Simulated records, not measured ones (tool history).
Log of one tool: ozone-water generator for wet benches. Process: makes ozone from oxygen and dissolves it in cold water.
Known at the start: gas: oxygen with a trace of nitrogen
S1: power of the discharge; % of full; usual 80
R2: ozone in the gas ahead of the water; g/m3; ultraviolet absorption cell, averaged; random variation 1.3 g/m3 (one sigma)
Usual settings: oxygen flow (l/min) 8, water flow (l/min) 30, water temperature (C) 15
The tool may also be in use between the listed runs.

run 1 hour=0 | S1=80 oxygen_flow_(l/min)=8 water_flow_(l/min)=30 water_temperature_(C)=15 | dissolved_ozone_(ppm)=26.1 R2=231
run 2 hour=112.5 | S1=80 oxygen_flow_(l/min)=8 water_flow_(l/min)=30 water_temperature_(C)=15 | dissolved_ozone_(ppm)=26 R2=232.1
run 3 hour=255.2 | S1=80 oxygen_flow_(l/min)=8 water_flow_(l/min)=30 water_temperature_(C)=15 | dissolved_ozone_(ppm)=25.9 R2=229.7
run 4 hour=423.5 | S1=80 oxygen_flow_(l/min)=8 water_flow_(l/min)=30 water_temperature_(C)=15 | dissolved_ozone_(ppm)=25.9 R2=229
run 5 hour=607.8 | S1=80 oxygen_flow_(l/min)=8 water_flow_(l/min)=30 water_temperature_(C)=15 | dissolved_ozone_(ppm)=25.8 R2=227.4
run 6 hour=776.4 | S1=80 oxygen_flow_(l/min)=8 water_flow_(l/min)=30 water_temperature_(C)=15 | dissolved_ozone_(ppm)=25.5 R2=225.5
run 7 hour=944.7 | S1=80 oxygen_flow_(l/min)=8 water_flow_(l/min)=30 water_temperature_(C)=15 | dissolved_ozone_(ppm)=25.5 R2=224.6
run 8 hour=1132.7 | S1=80 oxygen_flow_(l/min)=8 water_flow_(l/min)=30 water_temperature_(C)=15 | dissolved_ozone_(ppm)=25.5 R2=224.8
-- hour=1147.4 water thermometer calibrated
run 9 hour=1266.7 | S1=80 oxygen_flow_(l/min)=8 water_flow_(l/min)=30 water_temperature_(C)=15 | dissolved_ozone_(ppm)=25 R2=221.9
run 10 hour=1369.9 | S1=80 oxygen_flow_(l/min)=8 water_flow_(l/min)=30 water_temperature_(C)=15 | dissolved_ozone_(ppm)=25 R2=224.7
run 11 hour=1514 | S1=80 oxygen_flow_(l/min)=8 water_flow_(l/min)=30 water_temperature_(C)=15 | dissolved_ozone_(ppm)=25.2 R2=222.3
run 12 hour=1615.2 | S1=80 oxygen_flow_(l/min)=8 water_flow_(l/min)=30 water_temperature_(C)=15 | dissolved_ozone_(ppm)=24.9 R2=222
run 13 hour=1795.1 | S1=80 oxygen_flow_(l/min)=8 water_flow_(l/min)=30 water_temperature_(C)=15 | dissolved_ozone_(ppm)=24.4 R2=221.2
-- hour=1832.5 water thermometer calibrated, once more
run 14 hour=1954.2 | S1=96 oxygen_flow_(l/min)=8 water_flow_(l/min)=30 water_temperature_(C)=15 | dissolved_ozone_(ppm)=27.5 R2=247.5
run 15 hour=2109.5 | S1=75 oxygen_flow_(l/min)=7.12 water_flow_(l/min)=19 water_temperature_(C)=10 | dissolved_ozone_(ppm)=36 R2=222.1
run 16 hour=2280.2 | S1=84 oxygen_flow_(l/min)=8.85 water_flow_(l/min)=41 water_temperature_(C)=15 | dissolved_ozone_(ppm)=19.4 R2=218
run 17 hour=2402.3 | S1=84 oxygen_flow_(l/min)=8.85 water_flow_(l/min)=41 water_temperature_(C)=15 | dissolved_ozone_(ppm)=19.1 R2=214.2
run 18 hour=2496.4 | S1=49 oxygen_flow_(l/min)=8 water_flow_(l/min)=44 water_temperature_(C)=15 | dissolved_ozone_(ppm)=12.5 R2=164.4
run 19 hour=2624.7 | S1=58 oxygen_flow_(l/min)=4.39 water_flow_(l/min)=28 water_temperature_(C)=11 | dissolved_ozone_(ppm)=19.1 R2=229.5
run 20 hour=2752.6 | S1=58 oxygen_flow_(l/min)=4.39 water_flow_(l/min)=28 water_temperature_(C)=11 | dissolved_ozone_(ppm)=19.1 R2=224.8
run 21 hour=2846.1 | S1=80 oxygen_flow_(l/min)=6.97 water_flow_(l/min)=27 water_temperature_(C)=15 | dissolved_ozone_(ppm)=25.3 R2=228
run 22 hour=3036.2 | S1=80 oxygen_flow_(l/min)=6.97 water_flow_(l/min)=27 water_temperature_(C)=15 | dissolved_ozone_(ppm)=25.3 R2=226.7
run 23 hour=3164.5 | S1=80 oxygen_flow_(l/min)=6.14 water_flow_(l/min)=39 water_temperature_(C)=18 | dissolved_ozone_(ppm)=16.7 R2=234.3
run 24 hour=3244.4 | S1=70 oxygen_flow_(l/min)=11.93 water_flow_(l/min)=23 water_temperature_(C)=22 | dissolved_ozone_(ppm)=24 R2=167.3
run 25 hour=3367.8 | S1=50 oxygen_flow_(l/min)=4.6 water_flow_(l/min)=23 water_temperature_(C)=22 | dissolved_ozone_(ppm)=18.3 R2=200.8
run 26 hour=3527.2 | S1=94 oxygen_flow_(l/min)=5.34 water_flow_(l/min)=30 water_temperature_(C)=18 | dissolved_ozone_(ppm)=22.6 R2=272.8
run 27 hour=3635.3 | S1=94 oxygen_flow_(l/min)=5.34 water_flow_(l/min)=30 water_temperature_(C)=18 | dissolved_ozone_(ppm)=22.6 R2=272.5

Some steps in dissolved ozone (ppm) between neighbouring runs. How much of each would the tool show without its hidden state too (settings, what came in, random variation), and how much is left for the hidden state, with any gauge scatter that isn't in both results?
The hidden state here: yield of the discharge, % of new electrodes'; contactor's efficiency, % of a clean one's; true water temperature over the reading, C; drift of the gauge itself on ozone_ppm, %; drift of the gauge itself on gas_g_m3, %.
Run 15 -> 16: S1 75 -> 84, oxygen flow (l/min) 7.12 -> 8.85, water flow (l/min) 19 -> 41, water temperature (C) 10 -> 15. dissolved ozone (ppm) -16.6: hidden state +1.5, all else -18.1.
Run 22 -> 23: oxygen flow (l/min) 6.97 -> 6.14, water flow (l/min) 27 -> 39, water temperature (C) 15 -> 18. dissolved ozone (ppm) -8.6: hidden state +1.2, all else -9.8.
Run 25 -> 26: S1 50 -> 94, oxygen flow (l/min) 4.6 -> 5.34, water flow (l/min) 23 -> 30, water temperature (C) 22 -> 18. dissolved ozone (ppm) +4.3: hidden state -2.1, all else +6.4.
